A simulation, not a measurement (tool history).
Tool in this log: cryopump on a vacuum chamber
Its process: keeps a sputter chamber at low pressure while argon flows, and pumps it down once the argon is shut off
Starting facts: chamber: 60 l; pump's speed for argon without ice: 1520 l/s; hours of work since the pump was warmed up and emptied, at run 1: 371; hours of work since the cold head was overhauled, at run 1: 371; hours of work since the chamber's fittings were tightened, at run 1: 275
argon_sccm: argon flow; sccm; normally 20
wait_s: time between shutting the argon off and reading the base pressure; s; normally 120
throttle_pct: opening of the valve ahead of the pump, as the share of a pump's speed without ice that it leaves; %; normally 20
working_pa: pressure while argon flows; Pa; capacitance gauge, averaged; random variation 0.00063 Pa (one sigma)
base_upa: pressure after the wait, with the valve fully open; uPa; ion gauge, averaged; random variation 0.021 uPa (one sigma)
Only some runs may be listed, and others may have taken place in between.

| run | hour | argon_sccm | wait_s | throttle_pct | hours of work since the pump was warmed up and emptied | hours of work since the cold head was overhauled | hours of work since the chamber's fittings were tightened | working_pa | base_upa |
|---|---|---|---|---|---|---|---|---|---|
| 1 | 0.0 | 20 | 120 | 20 | 371 | 371 | 275 | 0.1133 | 0.61 |
| 2 | 9.3 | 20 | 120 | 20 | 378 | 378 | 282 | 0.1128 | 0.64 |
| 3 | 24.5 | 20 | 120 | 20 | 389 | 389 | 293 | 0.1139 | 0.61 |
| 4 | 35.4 | 20 | 120 | 20 | 397 | 397 | 302 | 0.1129 | 0.69 |
| 5 | 43.5 | 20 | 120 | 20 | 403 | 403 | 308 | 0.1135 | 0.66 |
| 6 | 62.5 | 20 | 120 | 20 | 417 | 417 | 322 | 0.1133 | 0.68 |
| 7 | 77.8 | 20 | 120 | 20 | 429 | 429 | 333 | 0.1150 | 0.69 |
| 8 | 91.0 | 20 | 120 | 20 | 439 | 439 | 343 | 0.1140 | 0.69 |
| 9 | 102.8 | 20 | 120 | 20 | 447 | 447 | 352 | 0.1137 | 0.70 |
| 10 | 122.4 | 20 | 120 | 40 | 462 | 462 | 366 | 0.0589 | 0.70 |
| 11 | 135.1 | 20 | 120 | 40 | 472 | 472 | 376 | 0.0583 | 0.73 |
| 12 | 151.7 | 20 | 120 | 40 | 484 | 484 | 388 | 0.0589 | 0.74 |
| 13 | 163.2 | 20 | 120 | 40 | 493 | 493 | 397 | 0.0588 | 0.69 |
| 14 | 182.4 | 20 | 120 | 40 | 507 | 507 | 411 | 0.0591 | 0.75 |
| 15 | 194.3 | 15 | 52 | 33 | 516 | 516 | 420 | 0.0532 | 1.08 |
| 16 | 213.2 | 15 | 52 | 33 | 530 | 530 | 434 | 0.0531 | 1.14 |
| 17 | 224.2 | 11 | 52 | 21 | 538 | 538 | 442 | 0.0610 | 1.09 |
| 18 | 240.0 | 11 | 52 | 21 | 550 | 550 | 454 | 0.0601 | 1.09 |

Estimate the outcome of run 19 from the log above:
| 19 | 253.9 | 11 | 52 | 21 | 560 | 560 | 465 | ? | ? |

working_pa: 0.0603 Pa
base_upa: 1.16 uPa
Take away the tool's hidden state, keep the run-to-run variation as it was, and the same run would have given working_pa 0.0583 Pa, base_upa 0.87 uPa.
